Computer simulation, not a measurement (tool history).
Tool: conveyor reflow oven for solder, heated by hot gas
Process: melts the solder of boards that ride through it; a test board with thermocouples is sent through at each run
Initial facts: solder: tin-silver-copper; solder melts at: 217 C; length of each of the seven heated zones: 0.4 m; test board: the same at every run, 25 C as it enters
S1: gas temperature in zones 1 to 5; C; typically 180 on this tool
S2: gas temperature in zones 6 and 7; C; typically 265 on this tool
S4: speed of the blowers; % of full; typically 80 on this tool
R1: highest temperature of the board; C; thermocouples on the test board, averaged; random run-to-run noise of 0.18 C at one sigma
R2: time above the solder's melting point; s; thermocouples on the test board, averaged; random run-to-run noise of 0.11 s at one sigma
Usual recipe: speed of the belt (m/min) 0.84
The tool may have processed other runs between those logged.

{"run": 1, "hour": 0.0, "S1": 180, "S2": 265, "speed of the belt (m/min)": 0.84, "S4": 80, "R1": 253.7, "R2": 46}
{"run": 2, "hour": 44.9, "S1": 180, "S2": 265, "speed of the belt (m/min)": 0.84, "S4": 80, "R1": 253.4, "R2": 46.1}
{"run": 3, "hour": 90.7, "S1": 180, "S2": 265, "speed of the belt (m/min)": 0.84, "S4": 80, "R1": 253.5, "R2": 45.9}
{"hour": 121.8, "done": "flux residue cleaned out of gas plates and filters"}
{"run": 4, "hour": 143.1, "S1": 180, "S2": 265, "speed of the belt (m/min)": 0.84, "S4": 80, "R1": 251.8, "R2": 45.2}
{"run": 5, "hour": 178.4, "S1": 180, "S2": 265, "speed of the belt (m/min)": 0.84, "S4": 80, "R1": 251.9, "R2": 45.1}
{"run": 6, "hour": 211.4, "S1": 180, "S2": 265, "speed of the belt (m/min)": 0.84, "S4": 80, "R1": 251.9, "R2": 45}
{"run": 7, "hour": 267.3, "S1": 180, "S2": 265, "speed of the belt (m/min)": 0.84, "S4": 80, "R1": 251.7, "R2": 44.7}
{"run": 8, "hour": 303.1, "S1": 180, "S2": 265, "speed of the belt (m/min)": 0.84, "S4": 80, "R1": 251.6, "R2": 44.6}
{"hour": 335.7, "done": "thermocouples of zones 6 and 7 changed"}
{"run": 9, "hour": 360.4, "S1": 180, "S2": 265, "speed of the belt (m/min)": 0.84, "S4": 80, "R1": 250.2, "R2": 44}
{"hour": 377.9, "done": "flux residue cleaned out of gas plates and filters, once more"}
{"run": 10, "hour": 424.0, "S1": 180, "S2": 265, "speed of the belt (m/min)": 0.84, "S4": 80, "R1": 255.3, "R2": 47.4}
{"run": 11, "hour": 459.9, "S1": 182, "S2": 265, "speed of the belt (m/min)": 0.918, "S4": 80, "R1": 253.4, "R2": 42.6}
{"run": 12, "hour": 524.9, "S1": 181, "S2": 273, "speed of the belt (m/min)": 0.74, "S4": 88, "R1": 265.7, "R2": 59.1}
{"run": 13, "hour": 558.8, "S1": 192, "S2": 278, "speed of the belt (m/min)": 0.74, "S4": 88, "R1": 271.2, "R2": 64.1}

Consider 4 possible next runs. They are alternatives, not a sequence: every one starts from the tool as it was left by run 13. What does each give?
{"run": "A", "hour": 594.6, "S1": 192, "S2": 270, "speed of the belt (m/min)": 0.71, "S4": 88, "R1": "?", "R2": "?"}
{"run": "B", "hour": 594.6, "S1": 180, "S2": 254, "speed of the belt (m/min)": 0.84, "S4": 80, "R1": "?", "R2": "?"}
{"run": "C", "hour": 594.6, "S1": 192, "S2": 266, "speed of the belt (m/min)": 0.74, "S4": 63, "R1": "?", "R2": "?"}
{"run": "D", "hour": 594.6, "S1": 192, "S2": 271, "speed of the belt (m/min)": 0.974, "S4": 72, "R1": "?", "R2": "?"}

run=A R1=264.1 R2=64.6
run=B R1=244.8 R2=42.2
run=C R1=258 R2=59.4
run=D R1=257.2 R2=44.1
What these runs would have given with no unlogged condition in the tool:
run=A R1=264.5 R2=64
run=B R1=245.4 R2=42.2
run=C R1=258.4 R2=58.9
run=D R1=257.8 R2=43.9
